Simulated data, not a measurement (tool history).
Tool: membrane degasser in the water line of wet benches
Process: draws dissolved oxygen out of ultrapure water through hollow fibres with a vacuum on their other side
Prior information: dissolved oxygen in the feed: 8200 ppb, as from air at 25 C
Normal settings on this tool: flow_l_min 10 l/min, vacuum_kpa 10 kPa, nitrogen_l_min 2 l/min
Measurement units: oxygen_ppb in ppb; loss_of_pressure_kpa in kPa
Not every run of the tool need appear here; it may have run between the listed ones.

run 1 hour=0 | flow_l_min=10 vacuum_kpa=10 nitrogen_l_min=2 | oxygen_ppb=101.8 loss_of_pressure_kpa=30.62
run 2 hour=61.9 | flow_l_min=10 vacuum_kpa=10 nitrogen_l_min=2 | oxygen_ppb=101.2 loss_of_pressure_kpa=30.66
run 3 hour=109.6 | flow_l_min=11 vacuum_kpa=10 nitrogen_l_min=2 | oxygen_ppb=119.4 loss_of_pressure_kpa=33.79
run 4 hour=145.6 | flow_l_min=11 vacuum_kpa=10 nitrogen_l_min=5.91 | oxygen_ppb=60 loss_of_pressure_kpa=33.92
run 5 hour=181.4 | flow_l_min=11 vacuum_kpa=10 nitrogen_l_min=5.91 | oxygen_ppb=60 loss_of_pressure_kpa=33.49
run 6 hour=235.6 | flow_l_min=11 vacuum_kpa=10 nitrogen_l_min=5.91 | oxygen_ppb=60.1 loss_of_pressure_kpa=33.77
run 7 hour=272.8 | flow_l_min=7 vacuum_kpa=10 nitrogen_l_min=2 | oxygen_ppb=60.5 loss_of_pressure_kpa=21.21
run 8 hour=311 | flow_l_min=7 vacuum_kpa=10 nitrogen_l_min=2 | oxygen_ppb=61.2 loss_of_pressure_kpa=21
run 9 hour=375.1 | flow_l_min=10 vacuum_kpa=10 nitrogen_l_min=2 | oxygen_ppb=98.6 loss_of_pressure_kpa=30.55
run 10 hour=444.4 | flow_l_min=10 vacuum_kpa=10 nitrogen_l_min=2 | oxygen_ppb=99 loss_of_pressure_kpa=30.82
run 11 hour=476.1 | flow_l_min=10 vacuum_kpa=10 nitrogen_l_min=2 | oxygen_ppb=100 loss_of_pressure_kpa=30.59
run 12 hour=534.2 | flow_l_min=10 vacuum_kpa=10 nitrogen_l_min=2 | oxygen_ppb=101.1 loss_of_pressure_kpa=30.56
run 13 hour=584.7 | flow_l_min=10 vacuum_kpa=10 nitrogen_l_min=2 | oxygen_ppb=101.5 loss_of_pressure_kpa=30.69
run 14 hour=620.4 | flow_l_min=10 vacuum_kpa=10 nitrogen_l_min=2 | oxygen_ppb=99.5 loss_of_pressure_kpa=30.73
run 15 hour=680.6 | flow_l_min=10 vacuum_kpa=10 nitrogen_l_min=2 | oxygen_ppb=100.9 loss_of_pressure_kpa=30.64
run 16 hour=738.1 | flow_l_min=10 vacuum_kpa=10 nitrogen_l_min=2 | oxygen_ppb=100.7 loss_of_pressure_kpa=30.91
run 17 hour=791.8 | flow_l_min=10 vacuum_kpa=10 nitrogen_l_min=2 | oxygen_ppb=100.5 loss_of_pressure_kpa=30.68
run 18 hour=848.2 | flow_l_min=10 vacuum_kpa=10 nitrogen_l_min=1.04 | oxygen_ppb=171.7 loss_of_pressure_kpa=30.39
run 19 hour=908.9 | flow_l_min=10 vacuum_kpa=8.2 nitrogen_l_min=2.27 | oxygen_ppb=71.5 loss_of_pressure_kpa=30.75
run 20 hour=967.3 | flow_l_min=10 vacuum_kpa=13.1 nitrogen_l_min=1.58 | oxygen_ppb=166 loss_of_pressure_kpa=30.52
run 21 hour=1038.7 | flow_l_min=10 vacuum_kpa=6.9 nitrogen_l_min=5.77 | oxygen_ppb=34.7 loss_of_pressure_kpa=31.24
run 22 hour=1095.3 | flow_l_min=16 vacuum_kpa=22 nitrogen_l_min=3.52 | oxygen_ppb=328.3 loss_of_pressure_kpa=48.92
run 23 hour=1131.9 | flow_l_min=16 vacuum_kpa=22 nitrogen_l_min=3.52 | oxygen_ppb=325.3 loss_of_pressure_kpa=49.11
run 24 hour=1170.7 | flow_l_min=10 vacuum_kpa=19.9 nitrogen_l_min=4.1 | oxygen_ppb=119.3 loss_of_pressure_kpa=30.89
run 25 hour=1211.9 | flow_l_min=10 vacuum_kpa=19.9 nitrogen_l_min=4.1 | oxygen_ppb=117.3 loss_of_pressure_kpa=31.02
run 26 hour=1256.7 | flow_l_min=10 vacuum_kpa=19.9 nitrogen_l_min=4.1 | oxygen_ppb=118.1 loss_of_pressure_kpa=30.88
run 27 hour=1308.7 | flow_l_min=10 vacuum_kpa=19.9 nitrogen_l_min=4.1 | oxygen_ppb=118.4 loss_of_pressure_kpa=30.78
run 28 hour=1341 | flow_l_min=10 vacuum_kpa=23.6 nitrogen_l_min=1.02 | oxygen_ppb=460.6 loss_of_pressure_kpa=30.81
run 29 hour=1406.3 | flow_l_min=10 vacuum_kpa=23.6 nitrogen_l_min=1.02 | oxygen_ppb=461.5 loss_of_pressure_kpa=30.63
run 30 hour=1435.8 | flow_l_min=11 vacuum_kpa=21.3 nitrogen_l_min=2.09 | oxygen_ppb=254.1 loss_of_pressure_kpa=33.79
run 31 hour=1508.6 | flow_l_min=11 vacuum_kpa=16.1 nitrogen_l_min=0.91 | oxygen_ppb=380.5 loss_of_pressure_kpa=34.03

Alternative continuations, all from the tool just after run 31; predict every row:
run A hour=1576.7 | flow_l_min=10 vacuum_kpa=7 nitrogen_l_min=3.3 | oxygen_ppb=? loss_of_pressure_kpa=?
run B hour=1576.7 | flow_l_min=7 vacuum_kpa=14.6 nitrogen_l_min=0.93 | oxygen_ppb=? loss_of_pressure_kpa=?
run C hour=1576.7 | flow_l_min=12 vacuum_kpa=8.6 nitrogen_l_min=2 | oxygen_ppb=? loss_of_pressure_kpa=?
run D hour=1576.7 | flow_l_min=10 vacuum_kpa=17 nitrogen_l_min=0.99 | oxygen_ppb=? loss_of_pressure_kpa=?

run=A oxygen_ppb=46.1 loss_of_pressure_kpa=30.58
run=B oxygen_ppb=206.4 loss_of_pressure_kpa=21.63
run=C oxygen_ppb=121.2 loss_of_pressure_kpa=37.35
run=D oxygen_ppb=338.6 loss_of_pressure_kpa=30.6
The same runs, with their run-to-run variation unchanged, on a tool lacking any hidden condition would have given:
run=A oxygen_ppb=46 loss_of_pressure_kpa=30.57
run=B oxygen_ppb=206.2 loss_of_pressure_kpa=21.62
run=C oxygen_ppb=121 loss_of_pressure_kpa=37.34
run=D oxygen_ppb=338.3 loss_of_pressure_kpa=30.59

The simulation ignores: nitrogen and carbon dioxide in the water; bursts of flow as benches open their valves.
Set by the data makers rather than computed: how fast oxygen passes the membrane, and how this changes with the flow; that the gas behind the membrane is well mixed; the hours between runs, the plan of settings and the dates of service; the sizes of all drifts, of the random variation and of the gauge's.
